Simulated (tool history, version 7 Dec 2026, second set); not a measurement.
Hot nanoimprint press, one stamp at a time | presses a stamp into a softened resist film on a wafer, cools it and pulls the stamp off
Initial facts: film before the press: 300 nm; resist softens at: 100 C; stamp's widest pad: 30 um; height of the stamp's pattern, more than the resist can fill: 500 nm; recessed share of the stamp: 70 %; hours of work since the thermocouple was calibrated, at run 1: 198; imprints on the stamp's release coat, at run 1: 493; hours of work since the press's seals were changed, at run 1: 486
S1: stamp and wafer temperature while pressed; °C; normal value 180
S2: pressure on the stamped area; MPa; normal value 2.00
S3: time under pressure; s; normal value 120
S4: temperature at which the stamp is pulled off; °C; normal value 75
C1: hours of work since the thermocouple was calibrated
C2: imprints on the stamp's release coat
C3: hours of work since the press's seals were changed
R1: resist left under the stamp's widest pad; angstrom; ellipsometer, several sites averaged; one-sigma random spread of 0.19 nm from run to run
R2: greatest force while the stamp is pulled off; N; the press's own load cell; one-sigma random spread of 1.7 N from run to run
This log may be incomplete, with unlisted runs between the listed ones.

run,day,S1,S2,S3,S4,C1,C2,C3,R1,R2
1,0.000,180,2.00,120,75,198,493,486,1494,124
2,1.208,180,2.00,120,75,213,558,501,1496,127
3,1.921,180,2.00,120,75,221,595,510,1497,131
4,2.525,180,2.00,120,75,229,627,517,1493,128
5,3.417,180,2.00,120,74,240,675,528,1496,139
6,4.071,180,2.00,120,74,248,710,536,1496,136
7,4.796,180,2.00,120,74,257,748,545,1491,139
8,6.012,180,2.00,120,74,272,813,560,1490,140
# day 6.979: press's hydraulic seals changed and the load cell set to zero
9,7.254,180,2.00,120,74,283,861,3,1477,140
10,8.638,180,2.00,120,74,300,934,21,1476,143
# day 8.971: stamp cleaned and given a new release coat
11,9.517,180,2.00,120,74,308,29,28,1477,111
12,10.850,180,1.92,120,75,325,100,45,1505,110
13,11.938,180,2.00,120,75,338,157,58,1474,110
14,13.350,180,2.00,120,75,356,232,76,1470,116
15,14.371,183,2.00,120,75,368,287,88,1343,118
16,15.400,183,2.11,120,70,381,341,101,1310,123
17,16.292,183,2.38,176,68,392,389,112,1061,131
18,17.738,173,2.38,176,77,410,466,130,1483,122
# day 18.671: plate thermocouple calibrated
19,19.108,180,2.00,120,62,5,532,145,1503,145
20,20.283,180,2.00,206,74,20,594,160,1232,132
21,21.500,183,1.40,87,77,35,659,175,1777,129
22,22.733,182,2.24,146,75,50,724,190,1244,137
23,23.388,189,2.04,146,74,58,759,198,1044,135
24,24.079,180,2.85,120,75,67,796,207,1273,139
25,24.950,180,2.85,120,75,78,842,218,1273,139
26,26.242,180,2.00,120,82,94,911,234,1496,134
# day 27.050: stamp cleaned and given a new release coat
27,27.812,180,2.00,120,82,110,41,250,1493,102
28,28.396,168,2.00,120,82,117,72,257,2088,106

Predict the results of run 29:
29,29.592,189,2.00,223,75,132,135,272,?,?

Run 29 came out at R1 882 angstrom, R2 112 N.
On a tool with no hidden condition, and with the same random variation, this run would have come out at R1 880 angstrom, R2 107 N.
